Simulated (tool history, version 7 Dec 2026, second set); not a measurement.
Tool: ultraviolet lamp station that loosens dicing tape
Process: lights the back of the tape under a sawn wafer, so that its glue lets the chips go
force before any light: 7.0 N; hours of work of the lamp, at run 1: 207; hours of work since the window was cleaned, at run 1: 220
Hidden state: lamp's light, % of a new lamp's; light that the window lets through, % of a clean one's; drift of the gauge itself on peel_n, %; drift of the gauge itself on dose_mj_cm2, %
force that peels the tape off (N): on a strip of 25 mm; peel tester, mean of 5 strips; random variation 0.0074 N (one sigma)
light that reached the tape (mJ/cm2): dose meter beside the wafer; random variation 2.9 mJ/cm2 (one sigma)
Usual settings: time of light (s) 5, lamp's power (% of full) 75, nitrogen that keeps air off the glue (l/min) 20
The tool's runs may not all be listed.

| run | day | time of light (s) | lamp's power (% of full) | nitrogen that keeps air off the glue (l/min) | hours of work of the lamp | hours of work since the window was cleaned | force that peels the tape off (N) | light that reached the tape (mJ/cm2) |
|---|---|---|---|---|---|---|---|---|
| 1 | 0 | 5 | 75 | 20 | 207 | 220 | 0.323 | 395 |
| 2 | 1.292 | 5 | 75 | 20 | 229 | 241 | 0.321 | 395 |
| 3 | 3.883 | 5 | 75 | 20 | 272 | 284 | 0.318 | 392 |
| 4 | 6.754 | 5 | 75 | 20 | 320 | 332 | 0.328 | 376 |
| 5 | 9.421 | 5 | 75 | 20 | 364 | 377 | 0.333 | 380 |
| 6 | 12.212 | 5 | 75 | 20 | 411 | 423 | 0.341 | 373 |
|  | 12.558 | window cleaned of glue's vapour |
| 7 | 13.867 | 5 | 75 | 20 | 438 | 22 | 0.307 | 396 |
| 8 | 15.142 | 5 | 75 | 20 | 459 | 43 | 0.312 | 398 |
| 9 | 16.371 | 5 | 75 | 20 | 480 | 64 | 0.305 | 392 |
| 10 | 18.517 | 5 | 75 | 20 | 515 | 99 | 0.316 | 386 |
| 11 | 20.017 | 5 | 75 | 20 | 540 | 124 | 0.319 | 390 |
| 12 | 22.621 | 3 | 75 | 20 | 584 | 168 | 0.934 | 225 |
| 13 | 25.088 | 3 | 75 | 20 | 625 | 209 | 0.954 | 225 |
| 14 | 26.658 | 5 | 75 | 20 | 651 | 235 | 0.371 | 369 |
| 15 | 28.992 | 5 | 75 | 20 | 690 | 274 | 0.359 | 366 |
| 16 | 31.717 | 5 | 68 | 20 | 735 | 319 | 0.443 | 334 |
| 17 | 34.029 | 5 | 68 | 20 | 774 | 358 | 0.463 | 323 |
| 18 | 36.988 | 5 | 90 | 20 | 823 | 407 | 0.272 | 425 |
|  | 38.221 | window cleaned of glue's vapour |
| 19 | 38.975 | 5 | 90 | 20 | 856 | 13 | 0.239 | 452 |
| 20 | 40.962 | 2 | 95 | 9 | 889 | 46 | 1.797 | 190 |
| 21 | 43.808 | 2 | 95 | 9 | 937 | 93 | 1.898 | 181 |
| 22 | 45.438 | 5 | 78 | 11 | 964 | 120 | 0.485 | 380 |
| 23 | 47.175 | 4 | 99 | 17 | 993 | 149 | 0.374 | 379 |
| 24 | 49.529 | 4 | 84 | 17 | 1032 | 188 | 0.552 | 325 |
| 25 | 51.517 | 4 | 84 | 17 | 1065 | 222 | 0.547 | 312 |
| 26 | 52.808 | 4 | 99 | 8 | 1087 | 243 | 0.618 | 371 |
| 27 | 54.1 | 6 | 76 | 8 | 1108 | 265 | 0.477 | 419 |
| 28 | 56.458 | 6 | 76 | 8 | 1147 | 304 | 0.494 | 415 |
| 29 | 58.146 | 6 | 69 | 39 | 1175 | 332 | 0.272 | 374 |
| 30 | 60.733 | 6 | 75 | 36 | 1219 | 375 | 0.239 | 401 |
| 31 | 63.3 | 3 | 95 | 7 | 1261 | 418 | 1.332 | 259 |
|  | 63.933 | window cleaned of glue's vapour |
| 32 | 65.808 | 2 | 75 | 7 | 1303 | 31 | 2.791 | 142 |
| 33 | 68.279 | 2 | 75 | 30 | 1344 | 72 | 1.717 | 139 |

Hidden state or all else? Some run-to-run changes of force that peels the tape off (N), split into what the settings, what came in and random variation would give without the hidden state, and what is left for the hidden state (with any gauge scatter that isn't in both results):
Run 19 -> 20: time of light (s) 5 -> 2, lamp's power (% of full) 90 -> 95, nitrogen that keeps air off the glue (l/min) 20 -> 9. force that peels the tape off (N) +1.558: hidden state +0.275, all else +1.283.
Run 21 -> 22: time of light (s) 2 -> 5, lamp's power (% of full) 95 -> 78, nitrogen that keeps air off the glue (l/min) 9 -> 11. force that peels the tape off (N) -1.413: hidden state -0.225, all else -1.188.
Run 30 -> 31: time of light (s) 6 -> 3, lamp's power (% of full) 75 -> 95, nitrogen that keeps air off the glue (l/min) 36 -> 7. force that peels the tape off (N) +1.093: hidden state +0.416, all else +0.677.
Run 31 -> 32: time of light (s) 3 -> 2, lamp's power (% of full) 95 -> 75, window cleaned of glue's vapour. force that peels the tape off (N) +1.459: hidden state +0.041, all else +1.418.
